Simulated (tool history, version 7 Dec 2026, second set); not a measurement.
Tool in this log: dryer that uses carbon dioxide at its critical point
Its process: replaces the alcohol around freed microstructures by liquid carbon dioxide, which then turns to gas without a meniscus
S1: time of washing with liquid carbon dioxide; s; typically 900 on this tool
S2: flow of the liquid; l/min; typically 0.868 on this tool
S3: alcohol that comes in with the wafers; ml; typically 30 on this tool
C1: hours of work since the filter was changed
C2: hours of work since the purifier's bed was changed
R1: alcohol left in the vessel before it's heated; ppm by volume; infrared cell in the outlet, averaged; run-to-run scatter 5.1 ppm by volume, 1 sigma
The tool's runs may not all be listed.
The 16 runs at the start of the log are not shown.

| run | hour | S1 | S2 | S3 | C1 | C2 | R1 |
|---|---|---|---|---|---|---|---|
| 17 | 151.2 | 900 | 0.868 | 30 | 149 | 187 | 131 |
| 18 | 161.1 | 1200 | 0.868 | 30 | 153 | 190 | 48 |
| 19 | 173.9 | 1200 | 0.868 | 30 | 157 | 195 | 44 |
| 20 | 184.3 | 900 | 0.739 | 30 | 161 | 199 | 248 |
| 21 | 191.3 | 900 | 0.739 | 30 | 164 | 201 | 258 |
| 22 | 202.8 | 1320 | 1.02 | 26 | 168 | 206 | 40 |
| 23 | 209.4 | 1320 | 1.02 | 26 | 171 | 208 | 28 |
| 24 | 218.1 | 720 | 0.816 | 26 | 174 | 211 | 333 |
| 25 | 226.9 | 720 | 0.816 | 26 | 177 | 215 | 349 |
| 26 | 232.4 | 840 | 0.931 | 63 | 179 | 217 | 246 |
| 27 | 237.8 | 1380 | 0.868 | 109 | 181 | 219 | 54 |
| 28 | 243.9 | 1440 | 1.087 | 50 | 183 | 221 | 36 |
| 29 | 252.9 | 1140 | 1.087 | 50 | 187 | 224 | 46 |
| 30 | 259.9 | 1140 | 1.087 | 50 | 189 | 227 | 45 |
| 31 | 265.9 | 1140 | 0.955 | 50 | 192 | 229 | 62 |
| 32 | 272.1 | 1140 | 0.955 | 50 | 194 | 231 | 72 |
| 33 | 280.1 | 1140 | 0.955 | 50 | 197 | 234 | 61 |
| 34 | 288.7 | 1140 | 0.955 | 50 | 200 | 238 | 67 |
| 35 | 298.5 | 1320 | 0.811 | 84 | 204 | 241 | 89 |
| 36 | 303.9 | 600 | 0.811 | 24 | 206 | 243 | 583 |
| 37 | 312.6 | 600 | 0.811 | 25 | 209 | 246 | 628 |
| 38 | 324.9 | 600 | 0.811 | 25 | 213 | 251 | 626 |
| 39 | 332.5 | 720 | 1.261 | 76 | 216 | 254 | 156 |
| 40 | 344 | 900 | 1.427 | 30 | 221 | 258 | 41 |
| 41 | 356.7 | 1140 | 1.427 | 24 | 225 | 263 | 43 |

Branching from run 41: 4 alternative next runs. What would each branch give?
| A | 364.9 | 900 | 0.591 | 28 | 228 | 266 | ? |
| B | 364.9 | 900 | 0.648 | 30 | 228 | 266 | ? |
| C | 364.9 | 900 | 0.542 | 78 | 228 | 266 | ? |
| D | 364.9 | 1020 | 1.243 | 41 | 228 | 266 | ? |

| run | R1 |
|---|---|
| A | 573 |
| B | 464 |
| C | 1970 |
| D | 47 |
With no hidden state in the tool, these same runs would have given:
| run | R1 |
|---|---|
| A | 398 |
| B | 310 |
| C | 1474 |
| D | 5 |
